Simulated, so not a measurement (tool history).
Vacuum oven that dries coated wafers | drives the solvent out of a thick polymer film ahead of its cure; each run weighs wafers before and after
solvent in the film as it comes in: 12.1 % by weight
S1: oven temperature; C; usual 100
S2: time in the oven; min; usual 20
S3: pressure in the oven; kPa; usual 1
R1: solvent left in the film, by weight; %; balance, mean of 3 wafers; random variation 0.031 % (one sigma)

run 1 hour=0 | S1=100 S2=20 S3=1 | R1=3
run 2 hour=6.9 | S1=93 S2=20 S3=1 | R1=4.82
run 3 hour=19.2 | S1=93 S2=20 S3=1 | R1=4.82
run 4 hour=27.8 | S1=93 S2=20 S3=1 | R1=4.86
run 5 hour=38.9 | S1=92 S2=20 S3=1 | R1=5.02
run 6 hour=51.4 | S1=92 S2=20 S3=1 | R1=5.02
run 7 hour=58.4 | S1=92 S2=20 S3=1.16 | R1=5.11
run 8 hour=64.7 | S1=92 S2=20 S3=1.16 | R1=5.06
run 9 hour=70.2 | S1=92 S2=20 S3=2.27 | R1=5.48
run 10 hour=80.6 | S1=100 S2=11 S3=1 | R1=5.17
run 11 hour=86.3 | S1=89 S2=20 S3=1 | R1=5.81
run 12 hour=97.3 | S1=89 S2=20 S3=1 | R1=5.77
run 13 hour=104.2 | S1=100 S2=31 S3=1 | R1=1.66
run 14 hour=109.5 | S1=100 S2=22 S3=1 | R1=2.76
run 15 hour=119.4 | S1=100 S2=22 S3=1 | R1=2.77
run 16 hour=130.7 | S1=100 S2=22 S3=1 | R1=2.74
run 17 hour=143.1 | S1=100 S2=22 S3=1 | R1=2.84
run 18 hour=154.5 | S1=100 S2=22 S3=1 | R1=2.75
run 19 hour=166.6 | S1=100 S2=22 S3=1 | R1=2.81
run 20 hour=178.6 | S1=100 S2=22 S3=1 | R1=2.81
run 21 hour=189 | S1=100 S2=22 S3=1 | R1=2.78
run 22 hour=197.2 | S1=100 S2=22 S3=1 | R1=2.76
run 23 hour=206.9 | S1=100 S2=22 S3=1 | R1=2.74
run 24 hour=218.4 | S1=100 S2=22 S3=1 | R1=2.81
run 25 hour=227.8 | S1=113 S2=22 S3=3.36 | R1=1.2
run 26 hour=239.6 | S1=113 S2=22 S3=3.36 | R1=1.17
run 27 hour=250.4 | S1=113 S2=22 S3=3.36 | R1=1.18
run 28 hour=256.4 | S1=90 S2=20 S3=0.59 | R1=5.57
run 29 hour=266.6 | S1=89 S2=20 S3=2.99 | R1=6.47
run 30 hour=272.6 | S1=98 S2=20 S3=1.61 | R1=3.84
run 31 hour=280.3 | S1=100 S2=26 S3=0.96 | R1=2.2
run 32 hour=291.1 | S1=100 S2=26 S3=0.96 | R1=2.27
run 33 hour=300.5 | S1=100 S2=26 S3=0.96 | R1=2.36
run 34 hour=313.1 | S1=88 S2=26 S3=0.91 | R1=5.28
run 35 hour=325.8 | S1=86 S2=26 S3=1.94 | R1=6.24
run 36 hour=332.3 | S1=86 S2=26 S3=1.94 | R1=6.15
run 37 hour=343 | S1=86 S2=26 S3=1.94 | R1=5.65
run 38 hour=355.3 | S1=87 S2=20 S3=1 | R1=5.83
run 39 hour=367.7 | S1=100 S2=23 S3=1.91 | R1=2.52
run 40 hour=377.2 | S1=86 S2=11 S3=0.52 | R1=7.59
run 41 hour=389.6 | S1=86 S2=11 S3=0.52 | R1=7.52
run 42 hour=399.2 | S1=98 S2=17 S3=0.86 | R1=3.68
run 43 hour=408.4 | S1=103 S2=17 S3=2.48 | R1=2.93
run 44 hour=414.9 | S1=103 S2=17 S3=2.48 | R1=2.96

Not shown: 3 entries that the log had between the listed runs. Between which runs, and how does the tool's hidden state differ before and after?
Between runs 12 and 13: vacuum gauge cleaned of residue and calibrated (hour 99.9)
  true wafer temperature over the reading, C: -1.78 -> -1.79; true pressure over the reading, kPa: 0.009 -> 0.015
  measured less the result without the state, R1: +0.43 -> +0.32 %
Between runs 18 and 19: vacuum gauge cleaned of residue and calibrated, once more (hour 157.7)
  true wafer temperature over the reading, C: -1.88 -> -1.9; true pressure over the reading, kPa: 0.021 -> 0.005
  measured less the result without the state, R1: +0.44 -> +0.44 %
Between runs 36 and 37: oven's thermocouples calibrated (hour 340.8)
  true wafer temperature over the reading, C: -2.18 -> 0; true pressure over the reading, kPa: 0.023 -> 0.024
  measured less the result without the state, R1: +0.54 -> +0 %
